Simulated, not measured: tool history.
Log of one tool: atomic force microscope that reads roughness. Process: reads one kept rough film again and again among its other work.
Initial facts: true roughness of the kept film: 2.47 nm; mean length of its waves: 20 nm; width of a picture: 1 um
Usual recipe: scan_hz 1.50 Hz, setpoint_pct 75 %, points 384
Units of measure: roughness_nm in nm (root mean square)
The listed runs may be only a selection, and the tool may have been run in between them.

run	hour	scan_hz	setpoint_pct	points	roughness_nm
1	0.0	1.50	75	384	1.975
2	44.7	1.50	75	384	1.870
3	93.8	1.50	75	384	1.781
4	147.5	0.72	75	384	1.761
# hour 184.9: new tip fitted
5	189.5	0.72	75	384	2.053
6	248.0	0.72	75	384	1.939
7	310.5	0.72	75	384	1.803
8	361.2	0.72	75	384	1.723
# hour 365.7: new tip fitted
9	398.9	0.72	75	384	1.988
10	457.5	0.85	84	996	1.838
# hour 463.9: height scale calibrated on a step standard
11	521.6	2.19	81	384	1.568
# hour 549.0: new tip fitted
12	565.3	0.58	68	566	2.086
13	629.7	3.77	58	657	1.856
14	662.2	2.65	81	867	1.620
15	701.2	1.03	61	346	1.810
# hour 730.4: new tip fitted
16	759.2	2.77	75	479	1.796
17	821.9	1.43	63	482	1.869
# hour 825.8: height scale calibrated on a step standard, once more
18	883.0	1.54	75	954	1.685

Selected run-to-run steps in roughness_nm, each split into two signed amounts: the part the tool would show with no hidden state at all (from settings, incoming material and random variation), and the remainder, which goes to the hidden state together with any gauge scatter not common to the measured and the hidden-state-free results:
Hidden conditions of the tool in this case: radius of the tip, nm; height scale over the true one, %; drift of the gauge itself on roughness_nm, %.
Run 4 -> 5: new tip fitted. roughness_nm +0.292 nm (root mean square): hidden state +0.291, all else +0.001.
Run 11 -> 12: scan_hz 2.19 -> 0.58, setpoint_pct 81 -> 68, points 384 -> 566, new tip fitted. roughness_nm +0.518 nm (root mean square): hidden state +0.236, all else +0.282.
